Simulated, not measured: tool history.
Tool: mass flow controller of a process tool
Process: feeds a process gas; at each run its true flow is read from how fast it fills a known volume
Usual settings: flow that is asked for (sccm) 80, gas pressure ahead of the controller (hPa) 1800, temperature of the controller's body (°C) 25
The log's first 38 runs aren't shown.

run,hour,flow that is asked for (sccm),gas pressure ahead of the controller (hPa),temperature of the controller's body (°C),hours of work since the controller was set to zero,hours of work since the controller was changed,true flow (%)
39,3291.9,15,1800,26,427,4478,99.14
40,3410.5,15,1800,26,505,4556,98.96
41,3523.3,10,1800,26,579,4630,98.48
42,3591.9,10,1800,26,623,4674,98.27
43,3708.8,13,2150,25,700,4751,98.49
44,3766.8,28,1870,28,738,4789,99.52
45,3861.3,13,2790,39,799,4851,99.45
46,3985.2,12,1610,34,880,4931,98.88
47,4110.7,12,1610,34,962,5014,98.73
48,4166.0,12,1610,34,999,5050,98.56
49,4252.7,12,1610,34,1055,5106,98.52

Forecast each of these 3 alternatives for the next run:
A,4356.1,89,2640,23,1123,5174,?
B,4356.1,48,1660,24,1123,5174,?
C,4356.1,33,2070,29,1123,5174,?

run,true flow (%)
A,99.90
B,99.62
C,99.54
Without the tool's hidden state the same runs would have given:
run,true flow (%)
A,99.70
B,99.67
C,99.84
